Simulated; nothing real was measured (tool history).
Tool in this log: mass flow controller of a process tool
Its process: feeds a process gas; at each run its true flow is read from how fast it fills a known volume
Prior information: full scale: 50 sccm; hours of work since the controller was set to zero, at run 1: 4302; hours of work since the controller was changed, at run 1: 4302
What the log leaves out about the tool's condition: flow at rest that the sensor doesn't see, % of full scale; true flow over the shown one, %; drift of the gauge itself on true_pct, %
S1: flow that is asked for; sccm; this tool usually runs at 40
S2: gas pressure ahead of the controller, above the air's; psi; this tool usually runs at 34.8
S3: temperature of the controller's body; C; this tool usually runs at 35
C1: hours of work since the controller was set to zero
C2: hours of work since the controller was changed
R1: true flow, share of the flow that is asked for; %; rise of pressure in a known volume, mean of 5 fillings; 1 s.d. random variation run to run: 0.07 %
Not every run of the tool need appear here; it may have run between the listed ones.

run,day,S1,S2,S3,C1,C2,R1
1,0.000,40,34.8,35,4302,4302,98.55
2,7.908,40,34.8,35,4387,4387,98.60
3,15.679,40,34.8,35,4470,4470,98.57
4,24.429,40,34.8,35,4565,4565,98.66
5,31.462,25,34.8,35,4640,4640,97.87
6,36.838,25,34.8,35,4698,4698,98.05
7,48.946,25,34.8,35,4828,4828,97.97
8,61.717,25,34.8,35,4966,4966,98.16
# day 68.362: controller's zero set anew
9,68.362,40,30.6,35,0,5037,98.92
10,73.496,40,25.7,35,55,5092,99.22
11,81.838,40,25.7,35,145,5182,99.21
12,94.529,40,34.8,25,281,5318,99.85
13,105.179,40,34.8,36,396,5433,98.86
14,117.933,40,34.8,36,533,5570,99.07
15,127.129,42,34.8,36,632,5669,99.04
16,133.454,32,31.2,20,700,5737,100.28
17,142.683,5,32.8,25,799,5836,98.57
18,154.071,37,34.8,20,922,5959,100.28
19,160.754,15,25.8,31,994,6031,98.54
20,172.150,40,37.6,28,1116,6153,99.74
21,181.483,9,23.2,21,1217,6254,99.41
22,189.208,14,38.0,21,1300,6337,99.28
23,194.738,10,38.0,34,1359,6396,98.04
24,202.362,10,38.0,34,1441,6478,98.12
25,214.996,40,20.6,21,1577,6614,101.12
26,224.762,40,20.6,21,1682,6719,101.22

What if the next run were any one of these 4? Each begins from the tool's condition after run 26:
A,235.171,12,20.6,21,1794,6831,?
B,235.171,40,30.6,27,1794,6831,?
C,235.171,17,27.6,27,1794,6831,?
D,235.171,9,24.8,38,1794,6831,?

run,R1
A,99.75
B,100.32
C,99.43
D,98.12
With no hidden state in the tool, these same runs would have given:
run,R1
A,98.75
B,99.32
C,98.44
D,97.14
